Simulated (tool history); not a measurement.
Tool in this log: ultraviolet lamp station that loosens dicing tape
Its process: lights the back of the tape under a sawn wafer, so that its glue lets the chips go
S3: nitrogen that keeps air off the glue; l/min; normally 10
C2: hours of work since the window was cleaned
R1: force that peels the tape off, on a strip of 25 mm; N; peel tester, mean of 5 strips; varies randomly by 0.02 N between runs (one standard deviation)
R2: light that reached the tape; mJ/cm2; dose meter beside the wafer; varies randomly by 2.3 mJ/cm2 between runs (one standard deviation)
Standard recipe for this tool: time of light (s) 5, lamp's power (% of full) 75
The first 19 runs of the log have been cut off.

-- day=10.462 window cleaned of glue's vapour, once more
run 20 day=10.954 | time_of_light_(s)=5 lamp's_power_(%_of_full)=78 S3=10 | hours_of_work_of_the_lamp=545 C2=7 | R1=1.252 R2=218
run 21 day=11.433 | time_of_light_(s)=5 lamp's_power_(%_of_full)=78 S3=10 | hours_of_work_of_the_lamp=552 C2=14 | R1=1.218 R2=217
run 22 day=12.158 | time_of_light_(s)=5 lamp's_power_(%_of_full)=78 S3=10 | hours_of_work_of_the_lamp=562 C2=24 | R1=1.247 R2=213
run 23 day=12.625 | time_of_light_(s)=3 lamp's_power_(%_of_full)=65 S3=10 | hours_of_work_of_the_lamp=569 C2=31 | R1=3.525 R2=107
run 24 day=13.254 | time_of_light_(s)=3 lamp's_power_(%_of_full)=79 S3=8 | hours_of_work_of_the_lamp=577 C2=39 | R1=3.055 R2=129
run 25 day=13.958 | time_of_light_(s)=4 lamp's_power_(%_of_full)=98 S3=6 | hours_of_work_of_the_lamp=587 C2=49 | R1=1.748 R2=212
run 26 day=14.675 | time_of_light_(s)=4 lamp's_power_(%_of_full)=88 S3=12 | hours_of_work_of_the_lamp=598 C2=60 | R1=1.446 R2=189
run 27 day=15.358 | time_of_light_(s)=6 lamp's_power_(%_of_full)=83 S3=6 | hours_of_work_of_the_lamp=607 C2=69 | R1=1.196 R2=260
run 28 day=15.988 | time_of_light_(s)=6 lamp's_power_(%_of_full)=83 S3=6 | hours_of_work_of_the_lamp=616 C2=78 | R1=1.182 R2=262
run 29 day=16.688 | time_of_light_(s)=6 lamp's_power_(%_of_full)=95 S3=10 | hours_of_work_of_the_lamp=626 C2=88 | R1=0.618 R2=297
run 30 day=17.346 | time_of_light_(s)=2 lamp's_power_(%_of_full)=73 S3=10 | hours_of_work_of_the_lamp=635 C2=97 | R1=4.580 R2=78
run 31 day=18.083 | time_of_light_(s)=2 lamp's_power_(%_of_full)=73 S3=10 | hours_of_work_of_the_lamp=646 C2=108 | R1=4.721 R2=78
run 32 day=18.542 | time_of_light_(s)=2 lamp's_power_(%_of_full)=73 S3=10 | hours_of_work_of_the_lamp=652 C2=114 | R1=4.747 R2=73
run 33 day=19.292 | time_of_light_(s)=4 lamp's_power_(%_of_full)=80 S3=9 | hours_of_work_of_the_lamp=663 C2=125 | R1=2.151 R2=161
run 34 day=19.767 | time_of_light_(s)=4 lamp's_power_(%_of_full)=80 S3=9 | hours_of_work_of_the_lamp=669 C2=131 | R1=2.147 R2=164
run 35 day=20.154 | time_of_light_(s)=4 lamp's_power_(%_of_full)=68 S3=9 | hours_of_work_of_the_lamp=675 C2=137 | R1=2.709 R2=140
run 36 day=20.550 | time_of_light_(s)=2 lamp's_power_(%_of_full)=63 S3=5 | hours_of_work_of_the_lamp=681 C2=143 | R1=5.952 R2=62

The next listed run, before its measurement:
run 37 day=21.138 | time_of_light_(s)=2 lamp's_power_(%_of_full)=63 S3=5 | hours_of_work_of_the_lamp=689 C2=151 | R1=? R2=?

R1: 5.848 N
R2: 63 mJ/cm2
If the tool had no hidden condition, the same run with the same run-to-run variation would have returned R1 5.041 N, R2 83 mJ/cm2.
